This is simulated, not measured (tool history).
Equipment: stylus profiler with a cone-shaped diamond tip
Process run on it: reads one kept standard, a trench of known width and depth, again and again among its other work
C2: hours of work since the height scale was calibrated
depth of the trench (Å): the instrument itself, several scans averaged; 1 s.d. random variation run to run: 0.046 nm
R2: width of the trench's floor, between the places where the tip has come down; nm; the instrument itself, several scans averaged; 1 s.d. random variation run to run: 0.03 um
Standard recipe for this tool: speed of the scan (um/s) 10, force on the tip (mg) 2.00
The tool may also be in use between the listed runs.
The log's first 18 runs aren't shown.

{"run": 19, "hour": 753.6, "speed of the scan (um/s)": 11, "force on the tip (mg)": 1.11, "scans with this tip": 5525, "C2": 377, "depth of the trench (Å)": 2005.2, "R2": 17540}
{"hour": 758.4, "done": "height scale calibrated on a step standard"}
{"run": 20, "hour": 800.9, "speed of the scan (um/s)": 19, "force on the tip (mg)": 4.09, "scans with this tip": 5843, "C2": 20, "depth of the trench (Å)": 2014.3, "R2": 17400}
{"run": 21, "hour": 838.0, "speed of the scan (um/s)": 3, "force on the tip (mg)": 0.97, "scans with this tip": 6097, "C2": 37, "depth of the trench (Å)": 2004.3, "R2": 17490}
{"run": 22, "hour": 887.4, "speed of the scan (um/s)": 3, "force on the tip (mg)": 0.97, "scans with this tip": 6433, "C2": 60, "depth of the trench (Å)": 2004.3, "R2": 17510}
{"run": 23, "hour": 909.1, "speed of the scan (um/s)": 16, "force on the tip (mg)": 1.0, "scans with this tip": 6581, "C2": 70, "depth of the trench (Å)": 2003.7, "R2": 17340}
{"run": 24, "hour": 954.4, "speed of the scan (um/s)": 27, "force on the tip (mg)": 1.7, "scans with this tip": 6890, "C2": 91, "depth of the trench (Å)": 2006.8, "R2": 17300}
{"run": 25, "hour": 980.7, "speed of the scan (um/s)": 27, "force on the tip (mg)": 1.7, "scans with this tip": 7069, "C2": 103, "depth of the trench (Å)": 2006.3, "R2": 17300}
{"run": 26, "hour": 1014.0, "speed of the scan (um/s)": 8, "force on the tip (mg)": 0.84, "scans with this tip": 7296, "C2": 119, "depth of the trench (Å)": 2003.8, "R2": 17370}
{"hour": 1036.6, "done": "height scale calibrated on a step standard, once more"}
{"run": 27, "hour": 1067.5, "speed of the scan (um/s)": 3, "force on the tip (mg)": 1.48, "scans with this tip": 7658, "C2": 14, "depth of the trench (Å)": 2008.5, "R2": 17290}
{"run": 28, "hour": 1102.5, "speed of the scan (um/s)": 3, "force on the tip (mg)": 0.82, "scans with this tip": 7896, "C2": 31, "depth of the trench (Å)": 2005.3, "R2": 17280}
{"run": 29, "hour": 1150.9, "speed of the scan (um/s)": 3, "force on the tip (mg)": 0.82, "scans with this tip": 8226, "C2": 53, "depth of the trench (Å)": 2005.5, "R2": 17270}
{"run": 30, "hour": 1191.4, "speed of the scan (um/s)": 12, "force on the tip (mg)": 2.3, "scans with this tip": 8502, "C2": 72, "depth of the trench (Å)": 2011.2, "R2": 17190}
{"run": 31, "hour": 1241.9, "speed of the scan (um/s)": 18, "force on the tip (mg)": 2.3, "scans with this tip": 8846, "C2": 96, "depth of the trench (Å)": 2010.6, "R2": 17190}
{"run": 32, "hour": 1274.0, "speed of the scan (um/s)": 18, "force on the tip (mg)": 2.3, "scans with this tip": 9065, "C2": 110, "depth of the trench (Å)": 2010.7, "R2": 17110}

Alternative continuations, all from the tool just after run 32; predict every row:
{"run": "A", "hour": 1307.7, "speed of the scan (um/s)": 24, "force on the tip (mg)": 0.75, "scans with this tip": 9294, "C2": 126, "depth of the trench (Å)": "?", "R2": "?"}
{"run": "B", "hour": 1307.7, "speed of the scan (um/s)": 4, "force on the tip (mg)": 0.67, "scans with this tip": 9294, "C2": 126, "depth of the trench (Å)": "?", "R2": "?"}
{"run": "C", "hour": 1307.7, "speed of the scan (um/s)": 21, "force on the tip (mg)": 1.21, "scans with this tip": 9294, "C2": 126, "depth of the trench (Å)": "?", "R2": "?"}
{"run": "D", "hour": 1307.7, "speed of the scan (um/s)": 18, "force on the tip (mg)": 0.73, "scans with this tip": 9294, "C2": 126, "depth of the trench (Å)": "?", "R2": "?"}

run=A depth_of_the_trench_(Å)=2005.0 R2=17120
run=B depth_of_the_trench_(Å)=2005.4 R2=17140
run=C depth_of_the_trench_(Å)=2007.2 R2=17070
run=D depth_of_the_trench_(Å)=2004.5 R2=17050
Without the tool's unlogged condition, the same runs would have read:
run=A depth_of_the_trench_(Å)=2005.4 R2=18200
run=B depth_of_the_trench_(Å)=2005.8 R2=18220
run=C depth_of_the_trench_(Å)=2007.6 R2=18150
run=D depth_of_the_trench_(Å)=2004.9 R2=18130
